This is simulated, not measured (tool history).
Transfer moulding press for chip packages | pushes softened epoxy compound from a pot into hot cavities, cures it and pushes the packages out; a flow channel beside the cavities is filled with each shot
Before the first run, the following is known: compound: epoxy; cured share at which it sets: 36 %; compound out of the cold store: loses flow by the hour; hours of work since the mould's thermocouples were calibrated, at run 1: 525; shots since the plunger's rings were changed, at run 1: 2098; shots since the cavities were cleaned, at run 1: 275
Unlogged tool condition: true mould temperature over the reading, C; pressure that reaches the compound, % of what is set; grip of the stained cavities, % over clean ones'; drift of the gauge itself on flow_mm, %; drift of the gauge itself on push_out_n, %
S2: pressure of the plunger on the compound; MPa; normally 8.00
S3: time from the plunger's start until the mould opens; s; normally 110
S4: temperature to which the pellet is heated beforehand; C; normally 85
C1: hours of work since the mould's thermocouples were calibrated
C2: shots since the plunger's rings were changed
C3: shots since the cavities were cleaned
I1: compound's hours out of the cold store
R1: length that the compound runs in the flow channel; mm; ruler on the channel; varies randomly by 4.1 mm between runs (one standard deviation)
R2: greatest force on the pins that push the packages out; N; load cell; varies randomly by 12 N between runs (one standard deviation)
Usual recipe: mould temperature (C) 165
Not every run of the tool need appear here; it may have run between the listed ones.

Run 1, hour 0.0: usual settings; C1 525; C2 2098; C3 275; I1 30.4. Result: R1 797 mm, R2 854 N.
At hour 24.9: cavities cleaned with cleaning compound and waxed.
Run 2, hour 47.3: usual settings but S4 88 C; C1 551; C2 2502; C3 197; I1 12.0. Result: R1 868 mm, R2 823 N.
At hour 79.5: cavities cleaned with cleaning compound and waxed.
Run 3, hour 117.8: usual settings but S2 7.57 MPa; C1 591; C2 3111; C3 338; I1 35.4. Result: R1 753 mm, R2 858 N.
At hour 134.2: cavities cleaned with cleaning compound and waxed.
Run 4, hour 178.8: usual settings but S2 8.81 MPa; C1 625; C2 3637; C3 394; I1 38.6. Result: R1 788 mm, R2 914 N.
At hour 185.1: cavities cleaned with cleaning compound and waxed.
At hour 209.5: plunger's sealing rings changed.
Run 5, hour 235.5: usual settings but S2 8.81 MPa; C1 655; C2 230; C3 423; I1 9.1. Result: R1 943 mm, R2 994 N.
At hour 241.1: cavities cleaned with cleaning compound and waxed.
At hour 293.4: cavities cleaned with cleaning compound and waxed.
Run 6, hour 317.8: usual settings but S2 8.81 MPa; C1 701; C2 930; C3 216; I1 15.6. Result: R1 907 mm, R2 855 N.
At hour 345.0: cavities cleaned with cleaning compound and waxed.
Run 7, hour 393.3: usual settings; C1 743; C2 1583; C3 426; I1 16.1. Result: R1 859 mm, R2 974 N.
At hour 398.6: cavities cleaned with cleaning compound and waxed.
At hour 451.5: cavities cleaned with cleaning compound and waxed.
Run 8, hour 462.8: usual settings; C1 781; C2 2170; C3 100; I1 12.0. Result: R1 874 mm, R2 737 N.
At hour 506.0: cavities cleaned with cleaning compound and waxed.
Run 9, hour 519.7: usual settings but S4 78 C; C1 813; C2 2659; C3 121; I1 31.7. Result: R1 794 mm, R2 741 N.
At hour 559.3: cavities cleaned with cleaning compound and waxed.
Run 10, hour 589.5: usual settings but S3 104 s, S4 92 C; C1 852; C2 3261; C3 266; I1 43.4. Result: R1 742 mm, R2 873 N.
At hour 612.6: cavities cleaned with cleaning compound and waxed.
At hour 640.6: mould's thermocouples calibrated.
Run 11, hour 657.0: usual settings but S2 9.12 MPa, S3 104 s, S4 92 C; C1 9; C2 3826; C3 374; I1 28.4. Result: R1 846 mm, R2 963 N.
At hour 664.1: plunger's sealing rings changed.
At hour 671.3: cavities cleaned with cleaning compound and waxed.
Run 12, hour 713.9: usual settings but S2 9.12 MPa, S3 108 s, S4 90 C; C1 40; C2 427; C3 377; I1 36.7. Result: R1 853 mm, R2 912 N.
At hour 724.8: cavities cleaned with cleaning compound and waxed.
At hour 778.8: cavities cleaned with cleaning compound and waxed.
Run 13, hour 787.2: usual settings but S2 9.12 MPa, S3 108 s, S4 90 C; C1 80; C2 1047; C3 75; I1 16.1. Result: R1 928 mm, R2 680 N.
Run 14, hour 821.0: usual settings but mould temperature (C) 158, S2 7.10 MPa; C1 99; C2 1345; C3 373; I1 41.5. Result: R1 758 mm, R2 1490 N.
At hour 831.3: cavities cleaned with cleaning compound and waxed.
At hour 882.0: cavities cleaned with cleaning compound and waxed.
Run 15, hour 896.3: usual settings but mould temperature (C) 158, S2 7.10 MPa; C1 141; C2 1983; C3 126; I1 26.6. Result: R1 808 mm, R2 1242 N.

4 ways to go on from here, each from the tool as it stands after run 15. What would each give?
At hour 932.5: cavities cleaned with cleaning compound and waxed.
Run A, hour 932.5: usual settings but mould temperature (C) 158, S2 6.21 MPa, S4 83 C; C1 161; C2 2290; C3 0; I1 25.4. Result: R1 ?, R2 ?.
At hour 932.5: cavities cleaned with cleaning compound and waxed.
Run B, hour 932.5: usual settings but S3 123 s; C1 161; C2 2290; C3 0; I1 14.2. Result: R1 ?, R2 ?.
At hour 932.5: cavities cleaned with cleaning compound and waxed.
Run C, hour 932.5: usual settings but S2 7.10 MPa, S3 129 s, S4 79 C; C1 161; C2 2290; C3 0; I1 10.9. Result: R1 ?, R2 ?.
At hour 932.5: cavities cleaned with cleaning compound and waxed.
Run D, hour 932.5: usual settings but mould temperature (C) 166, S2 6.99 MPa, S3 103 s; C1 161; C2 2290; C3 0; I1 10.7. Result: R1 ?, R2 ?.

run   R1    R2
  A  751  1074
  B  856   517
  C  822   509
  D  807   683
What these runs would have given with no unlogged condition in the tool:
run   R1    R2
  A  774  1026
  B  882   498
  C  847   491
  D  831   654

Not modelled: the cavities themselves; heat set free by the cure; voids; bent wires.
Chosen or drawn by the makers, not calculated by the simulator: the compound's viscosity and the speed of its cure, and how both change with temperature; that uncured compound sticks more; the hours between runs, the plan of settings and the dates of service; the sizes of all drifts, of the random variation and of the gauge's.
